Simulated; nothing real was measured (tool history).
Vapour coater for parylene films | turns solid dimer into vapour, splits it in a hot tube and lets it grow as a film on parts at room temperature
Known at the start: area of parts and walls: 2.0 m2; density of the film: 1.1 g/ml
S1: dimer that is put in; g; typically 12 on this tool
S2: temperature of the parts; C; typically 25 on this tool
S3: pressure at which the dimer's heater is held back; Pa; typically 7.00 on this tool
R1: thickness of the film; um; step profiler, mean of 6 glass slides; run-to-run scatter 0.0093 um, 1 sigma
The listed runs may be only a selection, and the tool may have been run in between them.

run   hour  S1  S2     S3     R1
  1    0.0  12  25   7.00  2.936
  2   26.2  12  25   7.00  2.966
  3   51.4  12  25   7.00  2.945
  4   75.3  12  27   7.00  2.851
  5   90.7  12  25   7.00  2.936
  6  107.2  12  25   7.00  2.926
  7  138.4  12  25   7.00  2.929
  8  160.3  14  25   7.00  3.425
  9  188.3  14  25   7.00  3.423
 10  202.8  14  25   7.00  3.421
 11  234.1  14  25   7.00  3.422
 12  257.9  14  25   3.43  3.612
 13  281.4  14  25   3.43  3.579
 14  299.0  12  25   3.59  3.053
 15  323.8  12  25   3.59  3.057
 16  346.4  12  25   3.59  3.063
 17  361.6  12  25   7.00  2.934
 18  388.0  12  25   7.00  2.909
 19  410.5  12  25   7.00  2.927
 20  430.0  12  22   7.00  3.063
 21  466.2   9  25   7.00  2.180
 22  485.1   9  25   7.00  2.190
 23  500.2   9  25   7.00  2.186
 24  529.1   9  25   7.00  2.183
 25  547.4  14  34  10.92  2.874
 26  565.3  14  34  10.92  2.857
 27  578.8  12  25   7.07  2.895
 28  593.7  12  25   7.07  2.905
 29  609.9   7  20   7.00  1.838
 30  634.0   7  20   4.09  1.906
 31  659.1  12  20   4.26  3.258
 32  687.6  22  34   4.26  4.794
 33  710.3  12  25   8.77  2.854
 34  735.6  12  25   8.77  2.871
 35  765.0  12  25   8.77  2.858
 36  791.7  12  31   2.21  2.903
 37  809.0  12  31   2.21  2.908
 38  839.9  16  30   7.00  3.610
 39  869.7   5  22   2.62  1.374
 40  895.3  13  25   4.42  3.289
 41  915.5  22  28   2.04  5.570

Missing from the log above: 2 entries noted between runs. For each, name the pair of listed runs it sits between and say how the tool's hidden condition differs from the listed run just before to the listed run just after:
Logged between run 20 and run 21: trap's valve overhauled (hour 442.6)
  vapour lost through the trap's worn valve, %: 0.1 -> 0; drift of the gauge itself on film_um, %: -0.88 -> -0.94
  measured value less the no-hidden-state value, R1: -0.031 -> -0.022 um
Logged between run 35 and run 36: gauge calibrated (hour 783.7)
  drift of the gauge itself on film_um, %: -1.55 -> -0.02
  measured value less the no-hidden-state value, R1: -0.047 -> -0.002 um

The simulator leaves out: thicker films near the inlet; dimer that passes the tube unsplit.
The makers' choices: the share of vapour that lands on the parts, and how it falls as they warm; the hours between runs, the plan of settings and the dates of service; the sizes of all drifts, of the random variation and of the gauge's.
